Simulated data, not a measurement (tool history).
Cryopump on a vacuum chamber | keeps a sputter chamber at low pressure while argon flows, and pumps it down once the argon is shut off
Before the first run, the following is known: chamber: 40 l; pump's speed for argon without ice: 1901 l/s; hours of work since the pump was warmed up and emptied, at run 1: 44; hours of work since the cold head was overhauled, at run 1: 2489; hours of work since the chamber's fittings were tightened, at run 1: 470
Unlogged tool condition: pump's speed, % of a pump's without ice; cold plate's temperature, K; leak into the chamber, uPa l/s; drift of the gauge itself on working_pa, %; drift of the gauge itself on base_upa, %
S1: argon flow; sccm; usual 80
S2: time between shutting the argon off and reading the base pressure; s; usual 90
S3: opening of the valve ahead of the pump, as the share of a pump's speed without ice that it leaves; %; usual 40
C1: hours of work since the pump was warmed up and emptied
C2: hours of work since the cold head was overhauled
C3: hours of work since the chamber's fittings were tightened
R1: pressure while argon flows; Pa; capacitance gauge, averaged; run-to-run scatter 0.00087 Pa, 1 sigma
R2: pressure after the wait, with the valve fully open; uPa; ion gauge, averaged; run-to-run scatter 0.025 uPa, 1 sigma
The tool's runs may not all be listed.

run 1 hour=0.0 | S1=80 S2=90 S3=40 | C1=44 C2=2489 C3=470 | R1=0.1805 R2=1.22
run 2 hour=74.0 | S1=80 S2=90 S3=40 | C1=101 C2=2546 C3=527 | R1=0.1811 R2=1.34
run 3 hour=152.5 | S1=80 S2=90 S3=40 | C1=162 C2=2607 C3=588 | R1=0.1837 R2=1.36
run 4 hour=203.7 | S1=80 S2=90 S3=40 | C1=202 C2=2647 C3=628 | R1=0.1834 R2=1.34
run 5 hour=269.7 | S1=80 S2=90 S3=40 | C1=253 C2=2698 C3=679 | R1=0.1812 R2=1.39
run 6 hour=315.7 | S1=80 S2=90 S3=40 | C1=289 C2=2734 C3=715 | R1=0.1833 R2=1.40
run 7 hour=371.3 | S1=80 S2=90 S3=40 | C1=332 C2=2777 C3=758 | R1=0.1839 R2=1.42
run 8 hour=437.7 | S1=80 S2=39 S3=40 | C1=383 C2=2829 C3=810 | R1=0.1832 R2=2.57
run 9 hour=484.3 | S1=80 S2=90 S3=40 | C1=419 C2=2865 C3=846 | R1=0.1849 R2=1.48
run 10 hour=564.6 | S1=80 S2=90 S3=18 | C1=482 C2=2927 C3=908 | R1=0.4060 R2=1.51
run 11 hour=609.1 | S1=97 S2=90 S3=40 | C1=516 C2=2962 C3=943 | R1=0.2254 R2=1.48
run 12 hour=674.3 | S1=80 S2=276 S3=40 | C1=567 C2=3012 C3=993 | R1=0.1853 R2=1.03
run 13 hour=715.4 | S1=80 S2=276 S3=40 | C1=599 C2=3044 C3=1025 | R1=0.1853 R2=1.00
run 14 hour=796.9 | S1=80 S2=90 S3=40 | C1=662 C2=3107 C3=1088 | R1=0.1866 R2=1.67
run 15 hour=887.0 | S1=80 S2=90 S3=40 | C1=732 C2=3177 C3=1158 | R1=0.1873 R2=1.67
run 16 hour=923.6 | S1=80 S2=97 S3=40 | C1=760 C2=3206 C3=1187 | R1=0.1893 R2=1.65
run 17 hour=992.1 | S1=80 S2=97 S3=40 | C1=814 C2=3259 C3=1240 | R1=0.1885 R2=1.61
run 18 hour=1058.7 | S1=63 S2=97 S3=40 | C1=865 C2=3311 C3=1292 | R1=0.1495 R2=1.73
run 19 hour=1127.0 | S1=40 S2=47 S3=19 | C1=918 C2=3364 C3=1345 | R1=0.1925 R2=2.54
run 20 hour=1197.2 | S1=40 S2=47 S3=19 | C1=973 C2=3418 C3=1399 | R1=0.1947 R2=2.65
run 21 hour=1258.4 | S1=40 S2=47 S3=19 | C1=1020 C2=3466 C3=1447 | R1=0.1933 R2=2.56
run 22 hour=1299.4 | S1=37 S2=122 S3=21 | C1=1052 C2=3497 C3=1478 | R1=0.1629 R2=1.72
run 23 hour=1384.9 | S1=36 S2=90 S3=40 | C1=1118 C2=3564 C3=1545 | R1=0.0877 R2=1.93
-- hour=1432.9 pump warmed up, emptied and cooled again
run 24 hour=1471.5 | S1=39 S2=48 S3=40 | C1=30 C2=3627 C3=1608 | R1=0.0895 R2=2.56
run 25 hour=1535.1 | S1=39 S2=81 S3=40 | C1=79 C2=3676 C3=1657 | R1=0.0880 R2=1.90
run 26 hour=1621.8 | S1=39 S2=81 S3=40 | C1=147 C2=3744 C3=1725 | R1=0.0903 R2=1.94
run 27 hour=1663.4 | S1=74 S2=46 S3=22 | C1=179 C2=3776 C3=1757 | R1=0.3058 R2=2.77
run 28 hour=1723.0 | S1=106 S2=26 S3=22 | C1=225 C2=3822 C3=1803 | R1=0.4374 R2=3.94
run 29 hour=1790.5 | S1=106 S2=26 S3=22 | C1=277 C2=3875 C3=1855 | R1=0.4379 R2=4.04
run 30 hour=1830.4 | S1=36 S2=115 S3=40 | C1=308 C2=3905 C3=1886 | R1=0.0835 R2=1.81
run 31 hour=1871.0 | S1=41 S2=115 S3=26 | C1=340 C2=3937 C3=1918 | R1=0.1441 R2=1.86
run 32 hour=1955.0 | S1=42 S2=115 S3=26 | C1=405 C2=4002 C3=1983 | R1=0.1483 R2=1.91
run 33 hour=2020.2 | S1=80 S2=299 S3=40 | C1=456 C2=4053 C3=2034 | R1=0.1864 R2=1.51

Below are 3 alternative next runs, each starting from the tool's condition after run 33. Predict each:
run A hour=2105.6 | S1=80 S2=134 S3=21 | C1=522 C2=4119 C3=2100 | R1=? R2=?
run B hour=2105.6 | S1=34 S2=90 S3=15 | C1=522 C2=4119 C3=2100 | R1=? R2=?
run C hour=2105.6 | S1=43 S2=34 S3=58 | C1=522 C2=4119 C3=2100 | R1=? R2=?

run=A R1=0.3483 R2=1.90
run=B R1=0.2059 R2=2.16
run=C R1=0.0711 R2=3.53
What these runs would have given with no unlogged condition in the tool:
run=A R1=0.3386 R2=0.71
run=B R1=0.2018 R2=0.97
run=C R1=0.0659 R2=2.36

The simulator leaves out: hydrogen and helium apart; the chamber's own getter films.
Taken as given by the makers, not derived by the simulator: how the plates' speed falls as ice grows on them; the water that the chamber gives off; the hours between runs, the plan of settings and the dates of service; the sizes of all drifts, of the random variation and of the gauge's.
